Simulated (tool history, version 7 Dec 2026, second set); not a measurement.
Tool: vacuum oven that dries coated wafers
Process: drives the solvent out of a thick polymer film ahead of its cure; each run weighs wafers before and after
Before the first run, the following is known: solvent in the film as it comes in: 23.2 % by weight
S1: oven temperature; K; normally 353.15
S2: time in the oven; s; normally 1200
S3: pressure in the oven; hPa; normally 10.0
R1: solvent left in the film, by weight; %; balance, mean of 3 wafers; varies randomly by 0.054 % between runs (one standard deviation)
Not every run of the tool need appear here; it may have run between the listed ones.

Run 1, hour 0.0: usual settings. Result: R1 2.01 %.
Run 2, hour 22.3: usual settings. Result: R1 2.01 %.
Run 3, hour 35.8: usual settings but S3 9.2 hPa. Result: R1 1.89 %.
At hour 51.5: oven's thermocouples calibrated.
Run 4, hour 61.2: usual settings but S3 9.2 hPa. Result: R1 1.93 %.
Run 5, hour 78.9: usual settings but S3 9.2 hPa. Result: R1 1.84 %.
Run 6, hour 102.5: usual settings. Result: R1 1.94 %.
Run 7, hour 112.9: usual settings. Result: R1 2.01 %.
Run 8, hour 126.8: usual settings but S2 1620 s. Result: R1 1.59 %.
Run 9, hour 147.3: usual settings but S2 1620 s. Result: R1 1.54 %.
Run 10, hour 166.9: usual settings. Result: R1 2.08 %.
Run 11, hour 191.6: usual settings. Result: R1 2.01 %.
Run 12, hour 202.4: usual settings but S3 5.4 hPa. Result: R1 1.44 %.
Run 13, hour 213.9: usual settings but S1 341.15 K, S3 5.4 hPa. Result: R1 5.90 %.
Run 14, hour 224.6: usual settings. Result: R1 2.01 %.
Run 15, hour 249.4: usual settings but S2 1560 s. Result: R1 1.66 %.
Run 16, hour 265.6: usual settings but S2 1560 s. Result: R1 1.61 %.
Run 17, hour 284.5: usual settings but S3 23.4 hPa. Result: R1 3.83 %.
Run 18, hour 305.0: usual settings but S3 23.4 hPa. Result: R1 3.79 %.
Run 19, hour 315.9: usual settings but S3 23.4 hPa. Result: R1 3.75 %.
Run 20, hour 329.0: usual settings but S3 23.4 hPa. Result: R1 3.76 %.
Run 21, hour 348.2: usual settings but S3 23.4 hPa. Result: R1 3.88 %.
Run 22, hour 371.7: usual settings but S3 23.4 hPa. Result: R1 3.88 %.
Run 23, hour 386.8: usual settings but S3 23.4 hPa. Result: R1 3.83 %.
Run 24, hour 407.7: usual settings but S3 11.6 hPa. Result: R1 2.20 %.
Run 25, hour 428.1: usual settings but S1 362.15 K, S3 11.1 hPa. Result: R1 1.14 %.
Run 26, hour 447.0: usual settings but S1 342.15 K, S2 600 s, S3 30.3 hPa. Result: R1 12.93 %.
Run 27, hour 458.9: usual settings but S1 346.15 K, S2 600 s, S3 25.3 hPa. Result: R1 10.37 %.
Run 28, hour 478.6: usual settings but S1 346.15 K, S2 600 s, S3 25.3 hPa. Result: R1 10.24 %.
Run 29, hour 489.9: usual settings but S1 356.15 K. Result: R1 1.55 %.
Run 30, hour 505.1: usual settings but S1 354.15 K, S2 780 s, S3 14.7 hPa. Result: R1 3.57 %.
Run 31, hour 520.2: usual settings but S1 354.15 K, S2 780 s, S3 14.7 hPa. Result: R1 3.66 %.
Run 32, hour 541.0: usual settings but S2 1320 s. Result: R1 1.83 %.
Run 33, hour 556.8: usual settings but S1 360.15 K, S2 1260 s, S3 22.5 hPa. Result: R1 2.47 %.
Run 34, hour 580.4: usual settings but S1 358.15 K, S3 5.9 hPa. Result: R1 0.83 %.
Run 35, hour 601.4: usual settings but S3 5.4 hPa. Result: R1 1.42 %.
Run 36, hour 619.3: usual settings but S3 5.4 hPa. Result: R1 1.30 %.
Run 37, hour 643.4: usual settings but S2 660 s, S3 10.9 hPa. Result: R1 4.27 %.
Run 38, hour 664.2: usual settings but S1 343.15 K, S2 1080 s, S3 10.9 hPa. Result: R1 6.25 %.
Run 39, hour 688.3: usual settings but S1 359.15 K, S3 14.6 hPa. Result: R1 1.70 %.
Run 40, hour 702.3: usual settings but S1 359.15 K, S3 14.6 hPa. Result: R1 1.75 %.
Run 41, hour 713.6: usual settings but S1 359.15 K, S3 14.6 hPa. Result: R1 1.69 %.
Run 42, hour 727.2: usual settings but S1 349.15 K, S2 1680 s, S3 11.9 hPa. Result: R1 2.48 %.
Run 43, hour 745.7: usual settings but S1 349.15 K, S2 1680 s, S3 11.9 hPa. Result: R1 2.49 %.
Run 44, hour 767.5: usual settings but S1 346.15 K, S2 900 s, S3 12.6 hPa. Result: R1 5.99 %.
Run 45, hour 790.4: usual settings but S1 352.15 K, S2 1380 s. Result: R1 2.03 %.
Run 46, hour 814.4: usual settings but S1 350.15 K, S2 900 s, S3 5.8 hPa. Result: R1 3.36 %.
Run 47, hour 827.6: usual settings but S1 350.15 K, S2 900 s, S3 5.8 hPa. Result: R1 3.28 %.

4 ways to go on from here, each from the tool as it stands after run 47. What would each give?
Run A, hour 847.6: usual settings but S1 365.15 K, S2 2160 s, S3 7.2 hPa. Result: R1 ?.
Run B, hour 847.6: usual settings but S2 780 s, S3 12.4 hPa. Result: R1 ?.
Run C, hour 847.6: usual settings but S1 364.15 K, S3 29.9 hPa. Result: R1 ?.
Run D, hour 847.6: usual settings but S1 361.15 K, S2 840 s. Result: R1 ?.

run    R1
  A  0.64
  B  3.74
  C  2.72
  D  1.36
Stripped of hidden state, with their random variation kept, the same runs would have yielded:
run    R1
  A  0.63
  B  3.73
  C  2.72
  D  1.36
